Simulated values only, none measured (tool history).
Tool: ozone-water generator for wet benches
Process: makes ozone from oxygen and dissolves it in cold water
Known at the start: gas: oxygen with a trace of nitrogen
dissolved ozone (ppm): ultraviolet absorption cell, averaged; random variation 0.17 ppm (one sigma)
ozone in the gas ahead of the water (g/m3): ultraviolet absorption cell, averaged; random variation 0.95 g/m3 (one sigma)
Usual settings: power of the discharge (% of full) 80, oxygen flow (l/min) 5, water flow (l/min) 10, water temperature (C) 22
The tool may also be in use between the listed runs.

run,hour,power of the discharge (% of full),oxygen flow (l/min),water flow (l/min),water temperature (C),dissolved ozone (ppm),ozone in the gas ahead of the water (g/m3)
1,0,80,5,10,22,19.8,151
# hour 39.7: water thermometer calibrated
2,122.7,80,5,10,28,17.3,150.5
3,206.4,80,5,10,28,17.3,151.9
# hour 266.4: contactor cleaned
4,307.4,80,5,10,28,16.8,152.3
5,410.2,80,5,8,22,21.5,150.3
6,537.2,80,5,8,22,21.5,149.2
# hour 561.5: contactor cleaned, once more
7,617.2,80,8.69,10,22,19.9,125.8
8,703.2,80,8.69,10,22,19.9,125.2
9,812.7,80,8.69,10,22,19.9,123.7
10,875.5,80,5,10,22,19.9,148
11,999.6,80,5,10,22,20.1,147.9
12,1070.9,80,7.42,10,22,20.1,131.1
13,1175.5,80,7.42,10,22,20,129.8
14,1262.5,68,4.52,10,22,17.4,135.1
15,1391.9,80,3.15,7,24,23.3,171
16,1516.8,54,5,6,22,19.3,110.3
17,1618.8,73,7.68,10,23,17.7,119
18,1728.1,47,2.59,9,14,15.2,122.5
19,1839.5,55,5.21,8,30,14.1,109.4
20,1941.2,82,5,10,22,19.8,147.9
21,2056.3,80,6.86,10,22,19.6,131.5
22,2132.4,74,4.01,9,23,19,147.3
23,2231.4,74,4.01,9,23,19,147.4
24,2353.3,74,4.01,9,23,18.7,147.1
25,2449.4,74,4.01,9,23,18.9,146.2
26,2551.6,80,5.65,8,16,24.8,138.1

3 ways to go on from here, each from the tool as it stands after run 26. What would each give?
A,2631.5,80,6.26,10,22,?,?
B,2631.5,53,5,10,15,?,?
C,2631.5,66,5.65,8,16,?,?

run,dissolved ozone (ppm),ozone in the gas ahead of the water (g/m3)
A,19.1,133.6
B,16.3,106.1
C,21.6,119.9
Without the tool's hidden state the same runs would have given:
run,dissolved ozone (ppm),ozone in the gas ahead of the water (g/m3)
A,21.9,149.3
B,18.1,114.9
C,24.3,132
